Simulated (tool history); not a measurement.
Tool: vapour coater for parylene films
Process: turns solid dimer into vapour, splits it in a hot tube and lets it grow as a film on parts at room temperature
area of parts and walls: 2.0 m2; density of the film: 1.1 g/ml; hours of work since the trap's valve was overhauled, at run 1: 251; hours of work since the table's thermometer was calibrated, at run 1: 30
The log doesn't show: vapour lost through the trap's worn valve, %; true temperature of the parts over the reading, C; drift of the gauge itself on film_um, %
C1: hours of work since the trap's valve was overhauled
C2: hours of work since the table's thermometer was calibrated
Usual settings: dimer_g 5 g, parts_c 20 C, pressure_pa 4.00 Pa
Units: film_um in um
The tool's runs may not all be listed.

{"run": 1, "hour": 0.0, "dimer_g": 5, "parts_c": 20, "pressure_pa": 4.0, "C1": 251, "C2": 30, "film_um": 1.42}
{"run": 2, "hour": 45.9, "dimer_g": 5, "parts_c": 17, "pressure_pa": 4.0, "C1": 279, "C2": 58, "film_um": 1.66}
{"run": 3, "hour": 118.6, "dimer_g": 5, "parts_c": 20, "pressure_pa": 11.23, "C1": 323, "C2": 102, "film_um": 1.28}
{"run": 4, "hour": 200.1, "dimer_g": 5, "parts_c": 20, "pressure_pa": 11.23, "C1": 372, "C2": 151, "film_um": 1.24}
{"run": 5, "hour": 237.7, "dimer_g": 5, "parts_c": 20, "pressure_pa": 11.23, "C1": 395, "C2": 174, "film_um": 1.23}
{"run": 6, "hour": 297.2, "dimer_g": 5, "parts_c": 20, "pressure_pa": 4.0, "C1": 431, "C2": 210, "film_um": 1.33}
{"run": 7, "hour": 337.6, "dimer_g": 5, "parts_c": 20, "pressure_pa": 4.0, "C1": 455, "C2": 234, "film_um": 1.34}
{"hour": 382.0, "done": "trap's valve overhauled"}
{"run": 8, "hour": 412.7, "dimer_g": 5, "parts_c": 20, "pressure_pa": 4.0, "C1": 19, "C2": 277, "film_um": 1.5}
{"run": 9, "hour": 496.3, "dimer_g": 5, "parts_c": 20, "pressure_pa": 4.0, "C1": 69, "C2": 328, "film_um": 1.48}
{"run": 10, "hour": 562.6, "dimer_g": 5, "parts_c": 20, "pressure_pa": 4.0, "C1": 109, "C2": 368, "film_um": 1.48}
{"run": 11, "hour": 605.2, "dimer_g": 5, "parts_c": 20, "pressure_pa": 2.69, "C1": 135, "C2": 394, "film_um": 1.49}
{"run": 12, "hour": 658.8, "dimer_g": 5, "parts_c": 20, "pressure_pa": 2.69, "C1": 167, "C2": 426, "film_um": 1.49}
{"run": 13, "hour": 700.7, "dimer_g": 5, "parts_c": 20, "pressure_pa": 2.69, "C1": 193, "C2": 452, "film_um": 1.46}
{"run": 14, "hour": 739.8, "dimer_g": 8, "parts_c": 21, "pressure_pa": 2.69, "C1": 216, "C2": 475, "film_um": 2.21}
{"run": 15, "hour": 781.3, "dimer_g": 2, "parts_c": 13, "pressure_pa": 10.73, "C1": 241, "C2": 500, "film_um": 0.74}
{"run": 16, "hour": 823.7, "dimer_g": 3, "parts_c": 18, "pressure_pa": 3.75, "C1": 267, "C2": 526, "film_um": 0.9}
{"run": 17, "hour": 863.0, "dimer_g": 5, "parts_c": 19, "pressure_pa": 4.0, "C1": 291, "C2": 550, "film_um": 1.47}

Forecast run 18:
{"run": 18, "hour": 901.4, "dimer_g": 2, "parts_c": 19, "pressure_pa": 4.0, "C1": 314, "C2": 573, "film_um": "?"}

film_um: 0.58 um
Without the tool's hidden state the same run would have given film_um 0.64 um.
